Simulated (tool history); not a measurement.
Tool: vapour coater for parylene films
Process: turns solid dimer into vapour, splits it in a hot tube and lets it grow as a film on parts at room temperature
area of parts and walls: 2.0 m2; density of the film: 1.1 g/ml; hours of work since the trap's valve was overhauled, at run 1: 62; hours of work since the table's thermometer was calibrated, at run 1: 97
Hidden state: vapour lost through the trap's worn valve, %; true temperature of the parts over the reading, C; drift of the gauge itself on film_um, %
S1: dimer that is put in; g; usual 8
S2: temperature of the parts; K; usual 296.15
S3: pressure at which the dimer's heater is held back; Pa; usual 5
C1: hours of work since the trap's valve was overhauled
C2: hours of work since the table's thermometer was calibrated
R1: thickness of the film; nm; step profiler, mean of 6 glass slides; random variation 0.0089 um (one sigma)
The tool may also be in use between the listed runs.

| run | hour | S1 | S2 | S3 | C1 | C2 | R1 |
|---|---|---|---|---|---|---|---|
| 1 | 0 | 8 | 296.15 | 5 | 62 | 97 | 1737 |
| 2 | 21.4 | 8 | 296.15 | 5 | 80 | 114 | 1742 |
| 3 | 42.4 | 8 | 296.15 | 5 | 97 | 131 | 1722 |
| 4 | 57.4 | 8 | 296.15 | 5 | 109 | 144 | 1735 |
| 5 | 77 | 8 | 296.15 | 5 | 125 | 160 | 1711 |
| 6 | 94.1 | 8 | 296.15 | 5 | 139 | 174 | 1711 |
| 7 | 112.7 | 8 | 296.15 | 5 | 154 | 189 | 1712 |
| 8 | 129.4 | 8 | 296.15 | 5 | 168 | 202 | 1724 |
| 9 | 142.3 | 8 | 296.15 | 5 | 179 | 213 | 1723 |
| 10 | 172.3 | 8 | 296.15 | 5 | 203 | 238 | 1681 |
| 11 | 196.2 | 5 | 296.15 | 5 | 223 | 257 | 1047 |
| 12 | 223.1 | 5 | 296.15 | 5 | 245 | 279 | 1046 |
| 13 | 236.5 | 5 | 296.15 | 5 | 256 | 290 | 1044 |
| 14 | 254.2 | 8 | 296.15 | 5 | 270 | 305 | 1660 |
| 15 | 284.2 | 8 | 296.15 | 5 | 295 | 329 | 1662 |
| 16 | 296.6 | 6 | 296.15 | 5 | 305 | 339 | 1234 |
| 17 | 321.7 | 8 | 296.15 | 5 | 326 | 360 | 1670 |
| 18 | 342.7 | 8 | 296.15 | 5 | 343 | 377 | 1655 |
| 19 | 364.9 | 8 | 296.15 | 2.67 | 361 | 395 | 1814 |
| 20 | 394.2 | 8 | 296.15 | 2.67 | 385 | 419 | 1800 |
| 21 | 422.9 | 8 | 288.15 | 5 | 408 | 443 | 2327 |
| 22 | 437.7 | 8 | 288.15 | 5 | 420 | 455 | 2311 |
| 23 | 455.2 | 8 | 296.15 | 5 | 435 | 469 | 1607 |
| 24 | 484.3 | 8 | 296.15 | 5 | 459 | 493 | 1609 |
|  | 506.2 | trap's valve overhauled |
| 25 | 518.2 | 8 | 296.15 | 5 | 10 | 518 | 1771 |
| 26 | 532.5 | 8 | 296.15 | 2.26 | 22 | 529 | 2024 |
| 27 | 560.8 | 8 | 296.15 | 2.26 | 45 | 552 | 2006 |
| 28 | 583.6 | 6 | 296.15 | 2.96 | 63 | 571 | 1435 |
| 29 | 603 | 8 | 297.15 | 4.31 | 79 | 587 | 1732 |
| 30 | 625.3 | 8 | 297.15 | 4.31 | 97 | 605 | 1723 |
| 31 | 640.7 | 8 | 303.15 | 6.46 | 110 | 618 | 1229 |
| 32 | 663.9 | 9 | 303.15 | 7.24 | 129 | 637 | 1351 |
| 33 | 691 | 8 | 305.15 | 3.97 | 151 | 659 | 1224 |
| 34 | 708.9 | 3 | 305.15 | 2.07 | 166 | 674 | 515 |
| 35 | 726.8 | 8 | 300.15 | 5.32 | 181 | 688 | 1428 |
| 36 | 743.4 | 7 | 307.15 | 7.29 | 194 | 702 | 873 |
| 37 | 757 | 8 | 307.15 | 5 | 205 | 713 | 1052 |
| 38 | 772 | 8 | 307.15 | 5 | 218 | 725 | 1050 |
| 39 | 797.5 | 8 | 307.15 | 5 | 239 | 746 | 1059 |
| 40 | 811.1 | 8 | 303.15 | 7.05 | 250 | 757 | 1170 |
| 41 | 831.4 | 7 | 296.15 | 2.02 | 266 | 774 | 1692 |
| 42 | 857.8 | 7 | 296.15 | 2.02 | 288 | 796 | 1706 |
| 43 | 870.4 | 4 | 291.15 | 2.8 | 298 | 806 | 1146 |
| 44 | 884 | 4 | 291.15 | 2.8 | 309 | 817 | 1161 |
| 45 | 906.6 | 4 | 291.15 | 2.8 | 328 | 836 | 1157 |
| 46 | 932.2 | 4 | 291.15 | 2.8 | 349 | 857 | 1130 |
| 47 | 959.9 | 5 | 293.15 | 2.8 | 372 | 879 | 1285 |
| 48 | 984.8 | 4 | 299.15 | 7.67 | 392 | 900 | 666 |

Forecast each of these 3 alternatives for the next run:
| A | 1005.1 | 8 | 299.15 | 2.45 | 408 | 916 | ? |
| B | 1005.1 | 6 | 296.15 | 7.59 | 408 | 916 | ? |
| C | 1005.1 | 4 | 299.15 | 5.7 | 408 | 916 | ? |

| run | R1 |
|---|---|
| A | 1618 |
| B | 1152 |
| C | 709 |
Without the tool's hidden state the same runs would have given:
| run | R1 |
|---|---|
| A | 1743 |
| B | 1241 |
| C | 763 |

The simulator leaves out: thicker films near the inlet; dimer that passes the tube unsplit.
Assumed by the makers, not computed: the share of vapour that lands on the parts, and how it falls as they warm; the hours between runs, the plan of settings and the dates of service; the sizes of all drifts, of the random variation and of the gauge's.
